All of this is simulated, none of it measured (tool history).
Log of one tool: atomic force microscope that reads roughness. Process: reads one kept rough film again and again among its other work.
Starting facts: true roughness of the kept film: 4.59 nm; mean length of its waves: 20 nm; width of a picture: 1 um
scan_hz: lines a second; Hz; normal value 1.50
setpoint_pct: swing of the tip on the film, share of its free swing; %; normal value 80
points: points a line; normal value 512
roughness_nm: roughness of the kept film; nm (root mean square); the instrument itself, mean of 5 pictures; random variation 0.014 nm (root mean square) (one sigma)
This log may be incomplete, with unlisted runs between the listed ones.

run	hour	scan_hz	setpoint_pct	points	roughness_nm
1	0.0	1.50	80	512	1.941
2	14.4	1.50	80	512	1.858
# hour 28.5: new tip fitted
3	34.3	1.50	80	512	3.099
4	55.3	1.50	80	512	2.809
5	66.8	1.50	80	512	2.629
6	88.0	1.50	80	512	2.428
7	106.8	1.50	80	512	2.237
8	131.1	1.50	88	512	1.944
9	148.3	1.50	64	512	2.088
# hour 150.5: height scale calibrated on a step standard
# hour 161.4: new tip fitted
10	173.7	1.50	64	279	3.159

For run 11, what comes out?
11	197.7	1.29	66	585	?

Run 11 produced roughness_nm 2.876 nm (root mean square).
On a tool with no hidden condition, and with the same random variation, this run would have come out at roughness_nm 3.536 nm (root mean square).
